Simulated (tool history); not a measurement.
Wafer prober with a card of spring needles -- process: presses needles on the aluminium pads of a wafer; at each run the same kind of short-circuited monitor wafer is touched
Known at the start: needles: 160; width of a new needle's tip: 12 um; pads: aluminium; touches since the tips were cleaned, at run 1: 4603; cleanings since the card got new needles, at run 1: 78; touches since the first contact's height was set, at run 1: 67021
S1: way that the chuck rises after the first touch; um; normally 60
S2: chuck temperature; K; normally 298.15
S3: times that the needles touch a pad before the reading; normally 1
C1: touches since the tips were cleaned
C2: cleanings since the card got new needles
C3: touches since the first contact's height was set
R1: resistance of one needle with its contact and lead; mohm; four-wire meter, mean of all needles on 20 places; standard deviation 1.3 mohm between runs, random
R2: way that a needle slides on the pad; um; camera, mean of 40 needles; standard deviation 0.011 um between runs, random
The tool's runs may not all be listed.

run    hour  S1      S2  S3    C1   C2      C3   R1     R2
  1     0.0  60  298.15   1  4603   78   67021  109   8.81
       15.9  -- tips cleaned on abrasive film
  2    37.0  60  298.15   1  6099   79   77678  110   8.80
       51.1  -- tips cleaned on abrasive film
       81.3  -- tips cleaned on abrasive film
  3   110.0  60  298.15   1  8271   81   98721  111   8.80
      116.2  -- tips cleaned on abrasive film
      149.7  -- tips cleaned on abrasive film
  4   175.0  60  343.15   1  7297   83  117457  117   8.81
      180.8  -- tips cleaned on abrasive film
      212.0  -- tips cleaned on abrasive film
  5   240.8  60  383.15   1  8340   85  136440  124   8.80
      247.6  -- tips cleaned on abrasive film
      278.6  -- tips cleaned on abrasive film
  6   305.8  60  312.15   1  7851   87  155163  113   8.82
      312.8  -- tips cleaned on abrasive film
      345.5  -- tips cleaned on abrasive film
      379.0  -- tips cleaned on abrasive film
  7   379.0  60  312.15   1     0   90  176249  112   8.80
      412.0  -- tips cleaned on abrasive film
      419.0  -- height of the first contact set anew
  8   431.9  60  312.15   1  5684   91    3736  111   8.79
      442.7  -- tips cleaned on abrasive film
  9   463.1  60  327.15   1  5874   92   12707  117   8.80
      472.7  -- tips cleaned on abrasive film
      502.7  -- tips cleaned on abrasive film
 10   529.3  44  377.15   1  7684   94   31789  130   6.46
      533.0  -- tips cleaned on abrasive film
      567.7  -- tips cleaned on abrasive film
 11   570.1  51  304.15   2   688   96   43542  114   7.45
      600.4  -- tips cleaned on abrasive film
      631.5  -- tips cleaned on abrasive film
 12   636.5  59  300.15   2  1439   98   62670  111   8.64
      663.1  -- tips cleaned on abrasive film
 13   690.5  59  300.15   2  7943   99   78268  112   8.64
      694.2  -- tips cleaned on abrasive film
      728.6  -- tips cleaned on abrasive film
      759.1  -- tips cleaned on abrasive film
 14   764.6  59  300.15   2  1593  102   99591  112   8.62
      789.0  -- tips cleaned on abrasive film
      819.6  -- tips cleaned on abrasive film
 15   837.2  76  313.15   2  5098  104  120526  112  11.11
      853.6  -- tips cleaned on abrasive film
 16   882.6  76  313.15   2  8386  105  133629  112  11.15
      888.0  -- tips cleaned on abrasive film
      922.0  -- tips cleaned on abrasive film
      955.1  -- tips cleaned on abrasive film
 17   955.1  45  377.15   1     0  108  154489  127   6.60
      985.4  -- tips cleaned on abrasive film
 18  1005.2  79  300.15   2  5709  109  168941  107  11.54

4 options for the next run, each taken on its own from the tool as it stands now. Forecast them:
     1017.2  -- tips cleaned on abrasive film
     1048.3  -- tips cleaned on abrasive film
  A  1060.5  68  298.15   1  3514  111  184874   ?   ?
     1017.2  -- tips cleaned on abrasive film
     1048.3  -- tips cleaned on abrasive film
  B  1060.5  65  317.15   2  3514  111  184874   ?   ?
     1017.2  -- tips cleaned on abrasive film
     1048.3  -- tips cleaned on abrasive film
  C  1060.5  78  379.15   2  3514  111  184874   ?   ?
     1017.2  -- tips cleaned on abrasive film
     1048.3  -- tips cleaned on abrasive film
  D  1060.5  60  298.15   1  3514  111  184874   ?   ?

run   R1     R2
  A  108   9.96
  B  113   9.51
  C  121  11.43
  D  108   8.77
With the hidden condition removed and each run's random variation left untouched, the same runs would have given:
run   R1     R2
  A  108  10.00
  B  113   9.54
  C  120  11.47
  D  108   8.81

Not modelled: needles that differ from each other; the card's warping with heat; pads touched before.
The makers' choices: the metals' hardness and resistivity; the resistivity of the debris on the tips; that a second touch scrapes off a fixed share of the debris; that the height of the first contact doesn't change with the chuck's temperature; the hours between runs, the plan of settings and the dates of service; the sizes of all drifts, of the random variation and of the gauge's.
